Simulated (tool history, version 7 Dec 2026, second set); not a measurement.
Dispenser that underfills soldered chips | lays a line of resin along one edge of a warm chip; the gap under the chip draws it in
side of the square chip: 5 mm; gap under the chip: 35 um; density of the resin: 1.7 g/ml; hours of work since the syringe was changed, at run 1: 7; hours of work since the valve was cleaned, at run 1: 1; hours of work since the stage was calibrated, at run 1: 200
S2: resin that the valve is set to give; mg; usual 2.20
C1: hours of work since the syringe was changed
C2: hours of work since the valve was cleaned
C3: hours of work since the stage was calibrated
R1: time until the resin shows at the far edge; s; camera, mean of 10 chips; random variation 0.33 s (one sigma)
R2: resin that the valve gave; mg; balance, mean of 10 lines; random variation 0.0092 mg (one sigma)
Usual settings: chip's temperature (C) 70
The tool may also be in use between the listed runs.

{"run": 1, "hour": 0.0, "chip's temperature (C)": 70, "S2": 2.2, "C1": 7, "C2": 1, "C3": 200, "R1": 20.2, "R2": 2.19}
{"run": 2, "hour": 5.1, "chip's temperature (C)": 70, "S2": 2.2, "C1": 11, "C2": 5, "C3": 204, "R1": 26.0, "R2": 2.194}
{"hour": 7.1, "done": "new syringe of resin"}
{"run": 3, "hour": 12.0, "chip's temperature (C)": 70, "S2": 2.56, "C1": 4, "C2": 10, "C3": 209, "R1": 17.4, "R2": 2.547}
{"run": 4, "hour": 19.1, "chip's temperature (C)": 70, "S2": 2.56, "C1": 9, "C2": 15, "C3": 215, "R1": 24.2, "R2": 2.533}
{"hour": 22.7, "done": "new syringe of resin"}
{"run": 5, "hour": 27.4, "chip's temperature (C)": 70, "S2": 2.56, "C1": 4, "C2": 22, "C3": 221, "R1": 17.1, "R2": 2.518}
{"run": 6, "hour": 32.0, "chip's temperature (C)": 70, "S2": 2.81, "C1": 7, "C2": 25, "C3": 225, "R1": 20.9, "R2": 2.766}
{"hour": 38.6, "done": "new syringe of resin"}
{"run": 7, "hour": 40.7, "chip's temperature (C)": 70, "S2": 2.73, "C1": 2, "C2": 32, "C3": 231, "R1": 15.6, "R2": 2.666}
{"run": 8, "hour": 48.3, "chip's temperature (C)": 70, "S2": 2.31, "C1": 8, "C2": 38, "C3": 237, "R1": 22.3, "R2": 2.24}
{"hour": 54.3, "done": "new syringe of resin"}
{"run": 9, "hour": 56.3, "chip's temperature (C)": 70, "S2": 2.31, "C1": 2, "C2": 44, "C3": 243, "R1": 15.1, "R2": 2.236}
{"run": 10, "hour": 63.2, "chip's temperature (C)": 70, "S2": 2.31, "C1": 7, "C2": 49, "C3": 249, "R1": 20.8, "R2": 2.218}
{"run": 11, "hour": 67.2, "chip's temperature (C)": 70, "S2": 2.31, "C1": 10, "C2": 53, "C3": 252, "R1": 25.5, "R2": 2.215}
{"hour": 70.0, "done": "new syringe of resin"}
{"run": 12, "hour": 75.4, "chip's temperature (C)": 70, "S2": 2.2, "C1": 4, "C2": 59, "C3": 258, "R1": 18.2, "R2": 2.085}
{"run": 13, "hour": 82.3, "chip's temperature (C)": 70, "S2": 1.94, "C1": 10, "C2": 64, "C3": 264, "R1": 26.0, "R2": 1.842}
{"hour": 85.9, "done": "new syringe of resin"}
{"run": 14, "hour": 90.6, "chip's temperature (C)": 70, "S2": 1.94, "C1": 4, "C2": 71, "C3": 270, "R1": 17.6, "R2": 1.819}
{"hour": 93.3, "done": "dispensing valve cleaned and set on the balance"}
{"run": 15, "hour": 95.7, "chip's temperature (C)": 71, "S2": 2.2, "C1": 7, "C2": 2, "C3": 273, "R1": 20.7, "R2": 2.215}
{"hour": 102.4, "done": "new syringe of resin"}
{"run": 16, "hour": 104.4, "chip's temperature (C)": 73, "S2": 2.2, "C1": 2, "C2": 8, "C3": 280, "R1": 13.7, "R2": 2.181}
{"run": 17, "hour": 110.6, "chip's temperature (C)": 73, "S2": 2.2, "C1": 6, "C2": 13, "C3": 285, "R1": 18.9, "R2": 2.184}
{"run": 18, "hour": 117.1, "chip's temperature (C)": 70, "S2": 2.04, "C1": 12, "C2": 18, "C3": 290, "R1": 27.8, "R2": 2.015}
{"hour": 118.0, "done": "new syringe of resin"}
{"run": 19, "hour": 123.8, "chip's temperature (C)": 70, "S2": 2.04, "C1": 5, "C2": 23, "C3": 295, "R1": 18.4, "R2": 2.0}
{"run": 20, "hour": 132.0, "chip's temperature (C)": 84, "S2": 2.42, "C1": 11, "C2": 30, "C3": 301, "R1": 17.6, "R2": 2.35}
{"hour": 133.6, "done": "new syringe of resin"}
{"run": 21, "hour": 140.4, "chip's temperature (C)": 81, "S2": 2.62, "C1": 5, "C2": 36, "C3": 308, "R1": 13.4, "R2": 2.547}
{"hour": 149.4, "done": "new syringe of resin"}
{"run": 22, "hour": 149.4, "chip's temperature (C)": 62, "S2": 2.37, "C1": 0, "C2": 43, "C3": 314, "R1": 17.4, "R2": 2.289}
{"run": 23, "hour": 155.5, "chip's temperature (C)": 62, "S2": 2.37, "C1": 5, "C2": 48, "C3": 319, "R1": 22.7, "R2": 2.269}
{"run": 24, "hour": 159.8, "chip's temperature (C)": 70, "S2": 2.41, "C1": 8, "C2": 51, "C3": 323, "R1": 21.5, "R2": 2.309}
{"run": 25, "hour": 163.9, "chip's temperature (C)": 70, "S2": 2.41, "C1": 11, "C2": 55, "C3": 326, "R1": 25.9, "R2": 2.3}
{"hour": 165.3, "done": "new syringe of resin"}
{"run": 26, "hour": 170.1, "chip's temperature (C)": 61, "S2": 2.72, "C1": 4, "C2": 59, "C3": 330, "R1": 22.4, "R2": 2.6}
{"run": 27, "hour": 177.5, "chip's temperature (C)": 71, "S2": 2.06, "C1": 10, "C2": 65, "C3": 336, "R1": 24.4, "R2": 1.961}
{"hour": 181.1, "done": "new syringe of resin"}
{"run": 28, "hour": 186.3, "chip's temperature (C)": 63, "S2": 2.34, "C1": 4, "C2": 72, "C3": 343, "R1": 22.3, "R2": 2.18}
{"hour": 187.8, "done": "dispensing valve cleaned and set on the balance"}
{"run": 29, "hour": 193.5, "chip's temperature (C)": 78, "S2": 2.25, "C1": 9, "C2": 4, "C3": 348, "R1": 18.5, "R2": 2.253}
{"hour": 197.8, "done": "new syringe of resin"}
{"run": 30, "hour": 200.7, "chip's temperature (C)": 78, "S2": 2.59, "C1": 2, "C2": 10, "C3": 353, "R1": 12.0, "R2": 2.558}
{"run": 31, "hour": 208.2, "chip's temperature (C)": 78, "S2": 2.59, "C1": 8, "C2": 16, "C3": 359, "R1": 17.4, "R2": 2.549}
{"run": 32, "hour": 212.5, "chip's temperature (C)": 78, "S2": 2.49, "C1": 11, "C2": 19, "C3": 362, "R1": 21.2, "R2": 2.442}
{"hour": 213.9, "done": "new syringe of resin"}
{"run": 33, "hour": 216.9, "chip's temperature (C)": 68, "S2": 2.7, "C1": 2, "C2": 22, "C3": 366, "R1": 16.5, "R2": 2.667}
{"run": 34, "hour": 225.6, "chip's temperature (C)": 62, "S2": 2.01, "C1": 9, "C2": 29, "C3": 373, "R1": 31.5, "R2": 1.954}
{"hour": 229.8, "done": "new syringe of resin"}
{"run": 35, "hour": 230.9, "chip's temperature (C)": 73, "S2": 1.91, "C1": 1, "C2": 33, "C3": 377, "R1": 13.6, "R2": 1.857}

4 ways to go on from here, each from the tool as it stands after run 35. What would each give?
{"run": "A", "hour": 238.7, "chip's temperature (C)": 71, "S2": 1.99, "C1": 7, "C2": 39, "C3": 383, "R1": "?", "R2": "?"}
{"run": "B", "hour": 238.7, "chip's temperature (C)": 64, "S2": 2.83, "C1": 7, "C2": 39, "C3": 383, "R1": "?", "R2": "?"}
{"run": "C", "hour": 238.7, "chip's temperature (C)": 70, "S2": 2.05, "C1": 7, "C2": 39, "C3": 383, "R1": "?", "R2": "?"}
{"run": "D", "hour": 238.7, "chip's temperature (C)": 84, "S2": 2.21, "C1": 7, "C2": 39, "C3": 383, "R1": "?", "R2": "?"}

run=A R1=21.4 R2=1.937
run=B R1=25.1 R2=2.742
run=C R1=20.9 R2=1.987
run=D R1=13.7 R2=2.141
Without the tool's hidden state the same runs would have given:
run=A R1=14.6 R2=2.000
run=B R1=17.2 R2=2.831
run=C R1=14.0 R2=2.052
run=D R1=9.3 R2=2.210
